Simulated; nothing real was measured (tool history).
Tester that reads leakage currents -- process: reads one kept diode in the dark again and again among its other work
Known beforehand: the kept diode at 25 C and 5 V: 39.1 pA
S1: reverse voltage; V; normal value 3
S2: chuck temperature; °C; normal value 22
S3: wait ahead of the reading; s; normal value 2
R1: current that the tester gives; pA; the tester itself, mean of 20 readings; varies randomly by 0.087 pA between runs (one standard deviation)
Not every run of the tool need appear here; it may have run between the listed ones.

| run | hour | S1 | S2 | S3 | R1 |
|---|---|---|---|---|---|
| 1 | 0 | 3 | 22 | 2 | 23.16 |
| 2 | 122.3 | 3 | 22 | 2 | 22.97 |
| 3 | 273.9 | 3 | 22 | 2 | 22.84 |
| 4 | 419.2 | 3 | 22 | 2 | 22.83 |
| 5 | 524.7 | 3 | 22 | 2 | 22.71 |
| 6 | 652.9 | 3 | 22 | 2 | 22.64 |
| 7 | 816.4 | 3 | 22 | 2 | 22.68 |
| 8 | 912.2 | 3 | 22 | 2 | 22.46 |
| 9 | 1045.9 | 3 | 22 | 2 | 22.56 |
| 10 | 1160.5 | 1.34 | 22 | 2 | 15.47 |
| 11 | 1237.1 | 3 | 38 | 2 | 97.22 |
| 12 | 1386 | 3 | 38 | 2 | 96.71 |
| 13 | 1492.9 | 3 | 20 | 1.61 | 18.5 |
| 14 | 1574 | 5.55 | 28 | 2 | 52.12 |
| 15 | 1689 | 5.55 | 28 | 2 | 51.73 |
| 16 | 1809.4 | 1.31 | 25 | 0.72 | 20.56 |
|  | 1848.6 | chuck's temperature calibrated |
| 17 | 1910 | 1.82 | 44 | 0.75 | 141.01 |
| 18 | 2026.9 | 1.82 | 44 | 0.75 | 140.51 |
| 19 | 2181.4 | 3.55 | 31 | 4.53 | 59.74 |

4 ways to go on from here, each from the tool as it stands after run 19. What would each give?
| A | 2359.2 | 4.25 | 25 | 2.99 | ? |
| B | 2359.2 | 13.31 | 22 | 2 | ? |
| C | 2359.2 | 4.56 | 31 | 4.53 | ? |
| D | 2359.2 | 10.4 | 31 | 3.67 | ? |

| run | R1 |
|---|---|
| A | 37.07 |
| B | 49.76 |
| C | 66.8 |
| D | 97.31 |
Had the tool no hidden state, the same runs would have come out as:
| run | R1 |
|---|---|
| A | 36.68 |
| B | 47.64 |
| C | 66.68 |
| D | 96.35 |

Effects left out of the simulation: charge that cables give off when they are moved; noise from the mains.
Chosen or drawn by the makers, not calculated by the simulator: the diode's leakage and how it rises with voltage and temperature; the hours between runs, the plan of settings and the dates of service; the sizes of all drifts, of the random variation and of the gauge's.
